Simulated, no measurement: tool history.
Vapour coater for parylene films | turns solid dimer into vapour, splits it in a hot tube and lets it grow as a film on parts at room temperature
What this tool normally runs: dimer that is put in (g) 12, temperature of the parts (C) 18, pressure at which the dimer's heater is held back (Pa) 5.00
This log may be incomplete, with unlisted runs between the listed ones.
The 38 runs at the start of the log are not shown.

run,hour,dimer that is put in (g),temperature of the parts (C),pressure at which the dimer's heater is held back (Pa),hours of work since the trap's valve was overhauled,hours of work since the table's thermometer was calibrated,thickness of the film (nm)
39,1024.7,5,24,3.53,487,589,2660
40,1063.8,11,17,9.69,503,604,7310
41,1103.2,13,22,7.68,519,621,7160
42,1135.3,10,16,3.51,532,634,7620
43,1153.2,18,18,4.76,539,641,12230
44,1172.5,18,11,4.76,547,649,16610
45,1199.3,7,12,5.00,558,660,6160
46,1229.3,7,12,5.00,570,672,6140
47,1266.6,11,17,10.23,585,687,7290

Below are 3 alternative next runs, each starting from the tool's condition after run 47. Predict each:
A,1296.1,12,25,11.31,598,699,?
B,1296.1,7,16,11.12,598,699,?
C,1296.1,13,25,3.84,598,699,?

run,thickness of the film (nm)
A,5570
B,4760
C,6600
What these runs would have given with no unlogged condition in the tool:
run,thickness of the film (nm)
A,5580
B,4770
C,6610
